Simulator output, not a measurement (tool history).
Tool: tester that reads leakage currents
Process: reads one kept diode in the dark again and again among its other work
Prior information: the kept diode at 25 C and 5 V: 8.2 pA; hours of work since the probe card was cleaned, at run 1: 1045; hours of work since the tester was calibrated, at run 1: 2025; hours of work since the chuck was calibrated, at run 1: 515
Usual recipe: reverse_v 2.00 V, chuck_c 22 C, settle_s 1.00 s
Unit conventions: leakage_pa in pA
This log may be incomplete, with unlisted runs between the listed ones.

| run | hour | reverse_v | chuck_c | settle_s | hours of work since the probe card was cleaned | hours of work since the tester was calibrated | hours of work since the chuck was calibrated | leakage_pa |
|---|---|---|---|---|---|---|---|---|
| 1 | 0.0 | 2.00 | 22 | 1.00 | 1045 | 2025 | 515 | 4.44 |
|  | 35.0 | tester calibrated |
| 2 | 95.0 | 2.00 | 22 | 8.36 | 1096 | 32 | 565 | 3.89 |
| 3 | 144.4 | 2.00 | 55 | 1.00 | 1122 | 59 | 592 | 58.08 |
| 4 | 212.4 | 2.00 | 55 | 1.00 | 1159 | 96 | 629 | 58.21 |
| 5 | 307.5 | 8.01 | 22 | 1.00 | 1211 | 148 | 680 | 10.14 |
| 6 | 398.7 | 8.01 | 22 | 1.00 | 1260 | 197 | 730 | 10.23 |
| 7 | 446.0 | 8.01 | 22 | 1.00 | 1286 | 223 | 756 | 10.19 |
| 8 | 525.8 | 8.01 | 22 | 1.00 | 1329 | 266 | 799 | 10.25 |
| 9 | 611.4 | 8.01 | 22 | 1.00 | 1376 | 312 | 845 | 10.22 |
|  | 646.8 | chuck's temperature calibrated |
| 10 | 688.2 | 8.61 | 22 | 1.00 | 1416 | 353 | 22 | 10.66 |
| 11 | 788.6 | 2.00 | 22 | 1.00 | 1470 | 407 | 77 | 4.35 |
| 12 | 894.3 | 2.00 | 22 | 1.00 | 1528 | 465 | 134 | 4.36 |
| 13 | 972.9 | 2.00 | 22 | 1.00 | 1570 | 507 | 177 | 4.29 |
| 14 | 1026.7 | 2.00 | 22 | 1.00 | 1600 | 536 | 206 | 4.36 |
| 15 | 1084.5 | 2.00 | 22 | 1.00 | 1631 | 568 | 237 | 4.19 |
| 16 | 1154.6 | 2.00 | 22 | 1.00 | 1669 | 606 | 275 | 4.28 |
| 17 | 1219.4 | 2.00 | 22 | 1.00 | 1704 | 641 | 310 | 4.27 |
| 18 | 1295.6 | 2.00 | 22 | 1.00 | 1745 | 682 | 352 | 4.36 |
| 19 | 1379.2 | 2.00 | 22 | 1.00 | 1791 | 727 | 397 | 4.30 |
| 20 | 1464.3 | 2.00 | 22 | 1.00 | 1837 | 773 | 443 | 4.30 |
| 21 | 1532.8 | 4.16 | 43 | 3.34 | 1874 | 811 | 480 | 34.61 |
| 22 | 1584.4 | 4.16 | 43 | 3.34 | 1902 | 839 | 508 | 34.63 |
| 23 | 1657.2 | 4.16 | 42 | 0.42 | 1941 | 878 | 548 | 34.09 |
| 24 | 1757.9 | 4.16 | 42 | 0.42 | 1996 | 933 | 602 | 34.25 |
| 25 | 1832.8 | 4.16 | 42 | 0.42 | 2036 | 973 | 643 | 33.88 |
| 26 | 1941.9 | 4.16 | 42 | 0.42 | 2095 | 1032 | 702 | 33.96 |
| 27 | 2045.5 | 1.12 | 22 | 9.64 | 2152 | 1088 | 758 | 2.85 |
| 28 | 2126.1 | 1.12 | 22 | 1.79 | 2195 | 1132 | 802 | 2.92 |
| 29 | 2173.1 | 6.46 | 26 | 0.68 | 2221 | 1158 | 827 | 12.80 |
|  | 2237.0 | chuck's temperature calibrated |
| 30 | 2279.8 | 6.46 | 26 | 0.68 | 2278 | 1214 | 23 | 12.82 |
| 31 | 2342.4 | 3.52 | 26 | 0.77 | 2311 | 1248 | 57 | 8.66 |
| 32 | 2429.2 | 2.74 | 26 | 1.71 | 2358 | 1295 | 104 | 6.85 |
| 33 | 2532.2 | 1.72 | 56 | 1.00 | 2414 | 1351 | 160 | 57.13 |
| 34 | 2632.6 | 2.00 | 39 | 3.50 | 2469 | 1406 | 214 | 16.72 |
| 35 | 2744.8 | 2.26 | 23 | 3.18 | 2530 | 1466 | 275 | 4.71 |
| 36 | 2798.9 | 2.26 | 23 | 3.18 | 2559 | 1496 | 304 | 4.64 |
| 37 | 2870.9 | 1.89 | 40 | 2.01 | 2598 | 1535 | 344 | 17.74 |
| 38 | 2965.7 | 1.89 | 40 | 2.01 | 2649 | 1586 | 395 | 17.67 |
| 39 | 3074.2 | 3.31 | 45 | 2.01 | 2708 | 1645 | 454 | 35.84 |

Alternative continuations, all from the tool just after run 39; predict every row:
| A | 3178.4 | 4.98 | 27 | 0.73 | 2765 | 1701 | 510 | ? |
| B | 3178.4 | 17.04 | 42 | 1.00 | 2765 | 1701 | 510 | ? |
| C | 3178.4 | 3.31 | 45 | 1.21 | 2765 | 1701 | 510 | ? |
| D | 3178.4 | 11.13 | 26 | 0.38 | 2765 | 1701 | 510 | ? |

| run | leakage_pa |
|---|---|
| A | 11.63 |
| B | 72.85 |
| C | 36.01 |
| D | 21.29 |
The same runs, with their run-to-run variation unchanged, on a tool lacking any hidden condition would have given:
| run | leakage_pa |
|---|---|
| A | 11.62 |
| B | 72.82 |
| C | 36.01 |
| D | 21.27 |
